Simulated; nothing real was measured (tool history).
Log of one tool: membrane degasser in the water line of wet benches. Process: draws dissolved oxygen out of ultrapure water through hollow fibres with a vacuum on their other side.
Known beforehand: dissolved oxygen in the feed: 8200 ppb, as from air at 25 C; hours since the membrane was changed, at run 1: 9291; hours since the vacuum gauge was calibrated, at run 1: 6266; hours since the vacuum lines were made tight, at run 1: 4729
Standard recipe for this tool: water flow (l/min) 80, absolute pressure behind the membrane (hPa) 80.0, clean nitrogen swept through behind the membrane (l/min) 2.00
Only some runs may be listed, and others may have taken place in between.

run	hour	water flow (l/min)	absolute pressure behind the membrane (hPa)	clean nitrogen swept through behind the membrane (l/min)	hours since the membrane was changed	hours since the vacuum gauge was calibrated	hours since the vacuum lines were made tight	dissolved oxygen in the water behind the degasser (ppb)	pressure that the water loses in the fibres (hPa)
1	0.0	80	80.0	2.00	9291	6266	4729	665.9	579.7
2	269.7	80	80.0	2.00	9561	6535	4999	660.2	581.2
# hour 286.6: vacuum gauge calibrated
3	570.1	80	98.9	2.00	9861	284	5299	774.5	583.9
4	768.6	80	98.9	2.00	10059	482	5497	778.8	578.3
5	911.3	80	80.0	2.00	10202	625	5640	650.3	577.3
6	1057.9	80	95.1	2.00	10348	771	5787	769.3	580.7
7	1304.7	80	95.1	2.00	10595	1018	6034	772.8	582.6
8	1484.0	80	80.0	1.48	10774	1197	6213	756.9	587.8
9	1749.6	80	80.0	2.00	11040	1463	6478	658.8	589.3
10	1964.7	85	80.0	2.00	11255	1678	6694	696.0	621.6
11	2236.4	80	119.1	2.00	11527	1950	6965	917.6	588.2
12	2371.7	80	80.0	2.00	11662	2085	7101	660.4	590.9
13	2687.3	80	80.0	2.00	11978	2401	7416	649.4	586.0
14	2940.8	80	80.0	2.00	12231	2654	7670	658.8	591.6
15	3077.5	80	80.0	3.00	12368	2791	7806	571.3	591.4
16	3255.1	80	80.0	2.00	12546	2969	7984	654.8	592.5
17	3422.7	66	80.0	0.85	12713	3136	8152	820.0	487.9
18	3564.8	80	80.0	3.57	12855	3278	8294	528.2	591.4
# hour 3671.9: gauge calibrated
19	3745.2	80	80.0	4.29	13036	3459	8474	493.8	579.4
20	4010.2	49	58.6	2.50	13301	3724	8739	284.8	355.5
21	4319.2	49	58.6	2.50	13610	4033	9048	283.1	355.2
22	4477.6	49	58.6	2.50	13768	4191	9207	286.4	356.2
23	4636.2	52	79.1	1.13	13927	4350	9365	571.1	379.0
24	4878.9	52	79.1	1.13	14169	4592	9608	577.6	378.9
25	5026.8	80	80.0	0.82	14317	4740	9756	951.5	585.6
26	5256.5	76	80.4	0.84	14547	4970	9985	914.6	554.2
27	5531.9	71	115.3	1.34	14822	5245	10261	1017.7	520.3
28	5718.7	72	78.2	2.00	15009	5432	10448	591.8	526.1
29	6019.6	72	78.2	2.00	15310	5733	10748	586.5	529.9
30	6336.2	72	78.2	2.00	15627	6050	11065	591.7	530.0
31	6495.4	72	78.2	2.00	15786	6209	11224	579.3	528.5

4 ways to go on from here, each from the tool as it stands after run 31. What would each give?
A	6698.8	72	130.9	2.00	15989	6412	11428	?	?
B	6698.8	80	80.0	1.14	15989	6412	11428	?	?
C	6698.8	60	183.4	2.00	15989	6412	11428	?	?
D	6698.8	56	97.5	1.00	15989	6412	11428	?	?

run	dissolved oxygen in the water behind the degasser (ppb)	pressure that the water loses in the fibres (hPa)
A	912.6	527.7
B	843.7	589.1
C	1047.2	445.2
D	807.3	414.0
What these runs would have given with no unlogged condition in the tool:
run	dissolved oxygen in the water behind the degasser (ppb)	pressure that the water loses in the fibres (hPa)
A	911.4	518.4
B	842.2	578.8
C	1046.2	437.4
D	806.2	406.7
